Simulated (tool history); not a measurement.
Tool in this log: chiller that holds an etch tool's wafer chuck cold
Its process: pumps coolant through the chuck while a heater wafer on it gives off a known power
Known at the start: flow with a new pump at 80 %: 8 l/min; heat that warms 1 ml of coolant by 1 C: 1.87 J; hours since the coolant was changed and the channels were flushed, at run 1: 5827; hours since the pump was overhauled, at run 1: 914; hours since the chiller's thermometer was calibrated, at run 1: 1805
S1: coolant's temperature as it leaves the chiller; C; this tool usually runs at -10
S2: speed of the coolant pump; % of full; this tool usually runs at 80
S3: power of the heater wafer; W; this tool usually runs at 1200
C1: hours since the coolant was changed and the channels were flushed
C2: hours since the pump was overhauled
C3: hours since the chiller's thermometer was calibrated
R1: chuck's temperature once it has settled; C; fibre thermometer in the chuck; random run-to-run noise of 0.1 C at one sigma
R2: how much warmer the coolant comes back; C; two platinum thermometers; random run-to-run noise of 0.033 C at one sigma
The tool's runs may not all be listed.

run   hour   S1  S2    S3    C1    C2    C3     R1    R2
  1      0  -10  80  1200  5827   914  1805    2.5  4.83
  2   60.6   -2  80  1200  5888   974  1866   10.6  4.86
  3  141.6   -2  80  1200  5968  1055  1947   10.9  4.86
  4  188.7   -2  80  1200  6016  1103  1994   10.6  4.84
  5    254  -10  80  1200  6081  1168  2059    2.7  4.83
     259.7  -- chiller's thermometer calibrated
  6  295.3  -11  80  1200  6121  1208    36    1.7  4.87
  7  375.9  -11  80  1200  6202  1289   116    1.9  4.82
     404.6  -- chiller's thermometer calibrated, once more
  8  422.5  -11  80  1200  6247  1334    18    1.5  4.85
  9    497  -10  91  1200  6322  1409    92    1.3  4.34
 10  575.6  -14  62   855  6400  1487   171     -3  4.46
 11    629  -14  62   855  6454  1541   224   -2.9  4.47
 12  678.2  -10  68  1026  6503  1590   274    2.3  4.87
 13  712.2  -11  68   850  6537  1624   308   -0.9  4.06
 14  756.8   -3  81   792  6582  1669   352    5.2  3.18
 15  795.3  -19  81   792  6620  1707   391  -10.7  3.22
 16  828.2    0  66   929  6653  1740   424   11.5  4.46
 17  891.4   -6  82  1711  6716  1803   487   11.7  6.81
 18  946.7  -16  67  1711  6772  1859   542    4.9  8.29

Below, each run's measurement less what the same run would have read without the hidden state. Both values contain the same run-to-run variation, but the gauge's scatter may not be the same in both:
Unlogged tool condition in this case: heat passed by the chuck's channels, % of clean ones'; flow at a given pump speed, % of a new pump's; coolant's true temperature over the reading, C; drift of the gauge itself on chuck_c, C; drift of the gauge itself on warmer_back_c, C.
run    R1     R2
  1  +1.2  +0.04
  2  +1.2  +0.04
  3  +1.2  +0.04
  4  +1.2  +0.04
  5  +1.3  +0.05
  6  +1.3  +0.05
  7  +1.4  +0.05
  8  +1.1  +0.05
  9    +1  +0.05
 10  +0.9  +0.06
 11    +1  +0.06
 12  +1.1  +0.06
 13  +0.9  +0.05
 14  +0.8  +0.05
 15  +0.8  +0.04
 16  +1.1  +0.06
 17  +1.7   +0.1
 18    +2  +0.13
